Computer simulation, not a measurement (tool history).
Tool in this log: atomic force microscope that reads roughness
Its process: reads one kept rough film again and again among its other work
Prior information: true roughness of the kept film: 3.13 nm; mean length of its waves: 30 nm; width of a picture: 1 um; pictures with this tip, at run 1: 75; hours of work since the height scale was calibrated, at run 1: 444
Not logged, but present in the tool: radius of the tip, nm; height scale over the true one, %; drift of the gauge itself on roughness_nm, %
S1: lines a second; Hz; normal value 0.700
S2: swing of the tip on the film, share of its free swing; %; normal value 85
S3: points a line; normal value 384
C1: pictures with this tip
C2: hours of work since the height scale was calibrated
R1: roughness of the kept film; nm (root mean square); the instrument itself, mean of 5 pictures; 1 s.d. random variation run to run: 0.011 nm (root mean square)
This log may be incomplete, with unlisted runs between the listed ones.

run	hour	S1	S2	S3	C1	C2	R1
1	0.0	0.700	85	384	75	444	2.473
2	19.2	0.700	85	384	105	457	2.400
3	35.2	0.700	73	384	131	467	2.443
# hour 67.1: new tip fitted
4	71.3	3.072	85	384	7	490	2.042
5	106.7	0.700	85	384	63	513	2.479
6	133.6	0.700	85	384	105	531	2.403
7	166.4	0.700	73	384	157	552	2.431
# hour 181.3: new tip fitted
8	191.5	0.700	73	384	16	568	2.652
9	217.2	0.700	73	384	57	585	2.588
10	251.0	0.700	85	986	110	607	2.424
11	273.7	0.700	85	384	146	621	2.355
# hour 295.1: new tip fitted
12	298.4	0.700	63	384	5	637	2.734
13	328.3	0.700	63	384	52	656	2.658
14	351.9	0.700	63	384	90	672	2.569
15	368.5	0.700	63	384	116	683	2.522
16	400.7	0.700	63	384	167	703	2.441
# hour 408.7: new tip fitted
17	421.9	0.700	88	384	20	717	2.527
18	458.9	0.700	67	384	79	741	2.569
19	475.0	0.700	67	384	104	751	2.496
20	502.6	0.700	67	384	148	769	2.450
# hour 521.4: new tip fitted
21	530.1	0.700	67	384	14	787	2.711
22	565.3	0.700	67	384	69	810	2.584
23	598.9	3.428	71	384	122	831	2.151
24	627.3	3.428	71	384	167	850	2.067
# hour 634.4: new tip fitted
25	647.6	0.808	82	296	21	863	2.521
26	668.1	0.808	82	296	54	876	2.467
27	699.0	0.629	82	676	102	896	2.434
28	735.6	0.604	63	676	160	920	2.449
# hour 747.6: new tip fitted
29	751.9	0.604	63	676	6	930	2.745
30	771.1	3.321	58	436	37	943	2.550
31	804.8	3.321	58	436	90	964	2.426
32	823.1	2.558	59	277	119	976	2.402
33	854.0	2.558	59	277	168	996	2.319
# hour 861.3: new tip fitted
34	872.1	2.558	59	277	17	1008	2.568
35	889.1	2.558	59	277	44	1019	2.506
36	908.3	0.857	56	518	75	1031	2.632
37	930.3	1.858	66	290	109	1046	2.393
38	957.0	0.955	82	290	152	1063	2.267
# hour 974.1: new tip fitted
39	987.1	0.955	82	290	20	1082	2.490
40	1018.3	0.955	82	290	70	1102	2.426
41	1048.3	0.700	58	492	117	1122	2.532
42	1067.8	0.700	58	492	148	1135	2.495
# hour 1086.9: new tip fitted
43	1103.8	0.700	58	492	27	1158	2.711

Branching from run 43: 4 alternative next runs. What would each branch give?
A	1127.6	2.786	71	492	64	1173	?
B	1127.6	0.700	85	923	64	1173	?
C	1127.6	0.700	84	972	64	1173	?
D	1127.6	0.700	58	859	64	1173	?

run	R1
A	2.292
B	2.476
C	2.481
D	2.624
What these runs would have given with no unlogged condition in the tool:
run	R1
A	2.453
B	2.649
C	2.655
D	2.807
